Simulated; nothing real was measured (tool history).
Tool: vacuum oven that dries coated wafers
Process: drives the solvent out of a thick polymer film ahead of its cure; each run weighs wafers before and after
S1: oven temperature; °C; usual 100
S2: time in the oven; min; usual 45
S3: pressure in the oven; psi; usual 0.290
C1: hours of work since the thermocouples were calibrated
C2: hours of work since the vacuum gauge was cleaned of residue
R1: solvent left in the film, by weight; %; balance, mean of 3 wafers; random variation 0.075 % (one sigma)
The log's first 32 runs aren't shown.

{"run": 33, "hour": 477.7, "S1": 111, "S2": 33, "S3": 0.189, "C1": 48, "C2": 315, "R1": 2.57}
{"run": 34, "hour": 491.2, "S1": 111, "S2": 25, "S3": 0.355, "C1": 54, "C2": 321, "R1": 4.47}
{"run": 35, "hour": 503.0, "S1": 108, "S2": 47, "S3": 0.817, "C1": 60, "C2": 326, "R1": 5.76}
{"run": 36, "hour": 522.4, "S1": 109, "S2": 23, "S3": 0.891, "C1": 68, "C2": 335, "R1": 8.15}
{"run": 37, "hour": 534.1, "S1": 93, "S2": 23, "S3": 0.191, "C1": 74, "C2": 340, "R1": 10.87}
{"run": 38, "hour": 545.0, "S1": 109, "S2": 29, "S3": 0.258, "C1": 79, "C2": 345, "R1": 4.16}
{"run": 39, "hour": 562.8, "S1": 109, "S2": 40, "S3": 0.258, "C1": 86, "C2": 353, "R1": 2.94}
{"run": 40, "hour": 579.3, "S1": 109, "S2": 40, "S3": 0.258, "C1": 94, "C2": 361, "R1": 2.8}
{"run": 41, "hour": 589.7, "S1": 100, "S2": 49, "S3": 0.29, "C1": 99, "C2": 365, "R1": 5.28}
{"run": 42, "hour": 609.3, "S1": 100, "S2": 65, "S3": 0.29, "C1": 107, "C2": 374, "R1": 4.2}
{"run": 43, "hour": 619.5, "S1": 87, "S2": 45, "S3": 0.583, "C1": 112, "C2": 379, "R1": 13.05}
{"run": 44, "hour": 633.4, "S1": 100, "S2": 30, "S3": 1.079, "C1": 118, "C2": 385, "R1": 11.84}
{"run": 45, "hour": 653.3, "S1": 100, "S2": 30, "S3": 1.079, "C1": 127, "C2": 394, "R1": 11.95}
{"run": 46, "hour": 666.9, "S1": 100, "S2": 45, "S3": 0.493, "C1": 133, "C2": 400, "R1": 6.9}

Forecast each of these 5 alternatives for the next run:
{"run": "A", "hour": 675.4, "S1": 100, "S2": 46, "S3": 0.493, "C1": 137, "C2": 404, "R1": "?"}
{"run": "B", "hour": 675.4, "S1": 100, "S2": 27, "S3": 0.476, "C1": 137, "C2": 404, "R1": "?"}
{"run": "C", "hour": 675.4, "S1": 114, "S2": 30, "S3": 0.29, "C1": 137, "C2": 404, "R1": "?"}
{"run": "D", "hour": 675.4, "S1": 115, "S2": 45, "S3": 0.493, "C1": 137, "C2": 404, "R1": "?"}
{"run": "E", "hour": 675.4, "S1": 109, "S2": 36, "S3": 0.421, "C1": 137, "C2": 404, "R1": "?"}

run=A R1=6.91
run=B R1=9.10
run=C R1=2.63
run=D R1=2.70
run=E R1=3.96
Without the tool's hidden state the same runs would have given:
run=A R1=6.88
run=B R1=9.10
run=C R1=2.60
run=D R1=2.63
run=E R1=3.93
